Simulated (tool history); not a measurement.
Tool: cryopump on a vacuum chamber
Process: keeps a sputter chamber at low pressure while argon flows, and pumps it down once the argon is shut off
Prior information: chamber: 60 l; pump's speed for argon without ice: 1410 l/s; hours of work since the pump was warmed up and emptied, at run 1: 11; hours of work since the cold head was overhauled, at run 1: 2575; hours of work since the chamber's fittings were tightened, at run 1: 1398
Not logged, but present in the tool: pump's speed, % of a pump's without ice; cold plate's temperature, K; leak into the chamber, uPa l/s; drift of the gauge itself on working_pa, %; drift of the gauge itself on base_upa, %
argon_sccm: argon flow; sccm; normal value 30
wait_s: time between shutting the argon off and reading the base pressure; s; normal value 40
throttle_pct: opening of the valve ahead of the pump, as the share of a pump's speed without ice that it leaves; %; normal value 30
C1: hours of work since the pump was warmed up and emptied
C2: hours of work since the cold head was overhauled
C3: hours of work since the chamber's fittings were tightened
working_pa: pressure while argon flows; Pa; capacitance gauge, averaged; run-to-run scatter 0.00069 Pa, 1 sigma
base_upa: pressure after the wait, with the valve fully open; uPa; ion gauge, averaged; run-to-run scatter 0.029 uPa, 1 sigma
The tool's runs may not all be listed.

{"run": 1, "hour": 0.0, "argon_sccm": 30, "wait_s": 40, "throttle_pct": 30, "C1": 11, "C2": 2575, "C3": 1398, "working_pa": 0.123, "base_upa": 2.2}
{"run": 2, "hour": 90.2, "argon_sccm": 30, "wait_s": 40, "throttle_pct": 30, "C1": 90, "C2": 2654, "C3": 1476, "working_pa": 0.1265, "base_upa": 2.34}
{"run": 3, "hour": 137.3, "argon_sccm": 30, "wait_s": 40, "throttle_pct": 57, "C1": 131, "C2": 2695, "C3": 1517, "working_pa": 0.071, "base_upa": 2.5}
{"run": 4, "hour": 187.3, "argon_sccm": 30, "wait_s": 40, "throttle_pct": 57, "C1": 174, "C2": 2739, "C3": 1561, "working_pa": 0.0743, "base_upa": 2.55}
{"run": 5, "hour": 287.3, "argon_sccm": 30, "wait_s": 40, "throttle_pct": 30, "C1": 261, "C2": 2826, "C3": 1648, "working_pa": 0.1374, "base_upa": 2.82}
{"run": 6, "hour": 356.1, "argon_sccm": 30, "wait_s": 40, "throttle_pct": 17, "C1": 321, "C2": 2886, "C3": 1708, "working_pa": 0.2356, "base_upa": 3.07}
{"hour": 371.6, "done": "pump warmed up, emptied and cooled again"}
{"run": 7, "hour": 415.3, "argon_sccm": 30, "wait_s": 40, "throttle_pct": 18, "C1": 38, "C2": 2933, "C3": 1755, "working_pa": 0.2026, "base_upa": 2.41}
{"hour": 483.7, "done": "leaking fittings of the chamber tightened, without venting"}
{"run": 8, "hour": 509.2, "argon_sccm": 30, "wait_s": 23, "throttle_pct": 30, "C1": 118, "C2": 3013, "C3": 22, "working_pa": 0.1277, "base_upa": 2.34}
{"run": 9, "hour": 578.9, "argon_sccm": 30, "wait_s": 65, "throttle_pct": 30, "C1": 179, "C2": 3074, "C3": 83, "working_pa": 0.1302, "base_upa": 1.06}
{"run": 10, "hour": 668.4, "argon_sccm": 30, "wait_s": 65, "throttle_pct": 30, "C1": 257, "C2": 3152, "C3": 161, "working_pa": 0.1359, "base_upa": 1.18}
{"hour": 762.4, "done": "pump warmed up, emptied and cooled again"}
{"run": 11, "hour": 769.1, "argon_sccm": 30, "wait_s": 65, "throttle_pct": 30, "C1": 6, "C2": 3236, "C3": 244, "working_pa": 0.1206, "base_upa": 1.07}
{"run": 12, "hour": 850.6, "argon_sccm": 30, "wait_s": 40, "throttle_pct": 36, "C1": 77, "C2": 3307, "C3": 316, "working_pa": 0.105, "base_upa": 1.61}
{"run": 13, "hour": 893.5, "argon_sccm": 18, "wait_s": 40, "throttle_pct": 36, "C1": 114, "C2": 3344, "C3": 353, "working_pa": 0.0636, "base_upa": 1.68}
{"run": 14, "hour": 986.9, "argon_sccm": 54, "wait_s": 40, "throttle_pct": 36, "C1": 196, "C2": 3426, "C3": 434, "working_pa": 0.2009, "base_upa": 1.78}
{"run": 15, "hour": 1060.1, "argon_sccm": 54, "wait_s": 40, "throttle_pct": 36, "C1": 260, "C2": 3489, "C3": 498, "working_pa": 0.2095, "base_upa": 1.94}
{"hour": 1153.2, "done": "pump warmed up, emptied and cooled again"}
{"run": 16, "hour": 1163.1, "argon_sccm": 54, "wait_s": 40, "throttle_pct": 36, "C1": 9, "C2": 3575, "C3": 584, "working_pa": 0.1833, "base_upa": 1.8}
{"run": 17, "hour": 1253.5, "argon_sccm": 30, "wait_s": 40, "throttle_pct": 57, "C1": 87, "C2": 3654, "C3": 663, "working_pa": 0.069, "base_upa": 1.91}
{"run": 18, "hour": 1329.4, "argon_sccm": 30, "wait_s": 40, "throttle_pct": 57, "C1": 154, "C2": 3720, "C3": 729, "working_pa": 0.0718, "base_upa": 1.92}
{"run": 19, "hour": 1426.1, "argon_sccm": 21, "wait_s": 50, "throttle_pct": 57, "C1": 238, "C2": 3804, "C3": 813, "working_pa": 0.055, "base_upa": 1.82}
{"run": 20, "hour": 1475.6, "argon_sccm": 21, "wait_s": 240, "throttle_pct": 33, "C1": 281, "C2": 3847, "C3": 856, "working_pa": 0.0889, "base_upa": 1.21}
{"hour": 1543.2, "done": "pump warmed up, emptied and cooled again"}
{"run": 21, "hour": 1573.5, "argon_sccm": 28, "wait_s": 40, "throttle_pct": 30, "C1": 26, "C2": 3928, "C3": 937, "working_pa": 0.1152, "base_upa": 1.95}
{"run": 22, "hour": 1616.8, "argon_sccm": 28, "wait_s": 40, "throttle_pct": 30, "C1": 64, "C2": 3966, "C3": 975, "working_pa": 0.117, "base_upa": 2.02}
{"run": 23, "hour": 1698.5, "argon_sccm": 16, "wait_s": 133, "throttle_pct": 28, "C1": 135, "C2": 4037, "C3": 1046, "working_pa": 0.0726, "base_upa": 1.24}
{"run": 24, "hour": 1752.0, "argon_sccm": 16, "wait_s": 133, "throttle_pct": 28, "C1": 182, "C2": 4084, "C3": 1093, "working_pa": 0.0738, "base_upa": 1.37}
{"run": 25, "hour": 1815.6, "argon_sccm": 33, "wait_s": 40, "throttle_pct": 18, "C1": 237, "C2": 4139, "C3": 1148, "working_pa": 0.2321, "base_upa": 2.3}
{"run": 26, "hour": 1862.1, "argon_sccm": 33, "wait_s": 40, "throttle_pct": 18, "C1": 278, "C2": 4180, "C3": 1189, "working_pa": 0.2396, "base_upa": 2.35}
{"hour": 1930.1, "done": "pump warmed up, emptied and cooled again"}
{"run": 27, "hour": 1958.7, "argon_sccm": 33, "wait_s": 40, "throttle_pct": 18, "C1": 25, "C2": 4260, "C3": 1269, "working_pa": 0.2237, "base_upa": 2.08}
{"run": 28, "hour": 2006.2, "argon_sccm": 33, "wait_s": 40, "throttle_pct": 18, "C1": 66, "C2": 4301, "C3": 1310, "working_pa": 0.2262, "base_upa": 2.2}
{"run": 29, "hour": 2095.5, "argon_sccm": 33, "wait_s": 40, "throttle_pct": 18, "C1": 144, "C2": 4379, "C3": 1388, "working_pa": 0.2307, "base_upa": 2.36}
{"run": 30, "hour": 2148.4, "argon_sccm": 33, "wait_s": 24, "throttle_pct": 57, "C1": 190, "C2": 4425, "C3": 1434, "working_pa": 0.0815, "base_upa": 3.22}
{"run": 31, "hour": 2242.9, "argon_sccm": 33, "wait_s": 24, "throttle_pct": 57, "C1": 273, "C2": 4508, "C3": 1517, "working_pa": 0.089, "base_upa": 3.45}
{"hour": 2317.3, "done": "pump warmed up, emptied and cooled again"}
{"run": 32, "hour": 2348.2, "argon_sccm": 30, "wait_s": 145, "throttle_pct": 30, "C1": 27, "C2": 4595, "C3": 1604, "working_pa": 0.1224, "base_upa": 1.46}
{"run": 33, "hour": 2423.8, "argon_sccm": 30, "wait_s": 145, "throttle_pct": 30, "C1": 93, "C2": 4661, "C3": 1670, "working_pa": 0.1264, "base_upa": 1.56}

Here are 5 independent what-if runs from the current tool condition. What would each one return?
{"run": "A", "hour": 2496.8, "argon_sccm": 33, "wait_s": 40, "throttle_pct": 30, "C1": 156, "C2": 4725, "C3": 1734, "working_pa": "?", "base_upa": "?"}
{"run": "B", "hour": 2496.8, "argon_sccm": 20, "wait_s": 61, "throttle_pct": 33, "C1": 156, "C2": 4725, "C3": 1734, "working_pa": "?", "base_upa": "?"}
{"run": "C", "hour": 2496.8, "argon_sccm": 30, "wait_s": 137, "throttle_pct": 18, "C1": 156, "C2": 4725, "C3": 1734, "working_pa": "?", "base_upa": "?"}
{"run": "D", "hour": 2496.8, "argon_sccm": 30, "wait_s": 40, "throttle_pct": 35, "C1": 156, "C2": 4725, "C3": 1734, "working_pa": "?", "base_upa": "?"}
{"run": "E", "hour": 2496.8, "argon_sccm": 40, "wait_s": 145, "throttle_pct": 30, "C1": 156, "C2": 4725, "C3": 1734, "working_pa": "?", "base_upa": "?"}

run=A working_pa=0.1432 base_upa=2.55
run=B working_pa=0.0792 base_upa=2.2
run=C working_pa=0.2093 base_upa=1.71
run=D working_pa=0.1116 base_upa=2.52
run=E working_pa=0.1731 base_upa=1.76
With the hidden condition removed and each run's random variation left untouched, the same runs would have given:
run=A working_pa=0.1322 base_upa=1.36
run=B working_pa=0.0725 base_upa=0.99
run=C working_pa=0.1994 base_upa=0.53
run=D working_pa=0.1017 base_upa=1.35
run=E working_pa=0.1598 base_upa=0.55
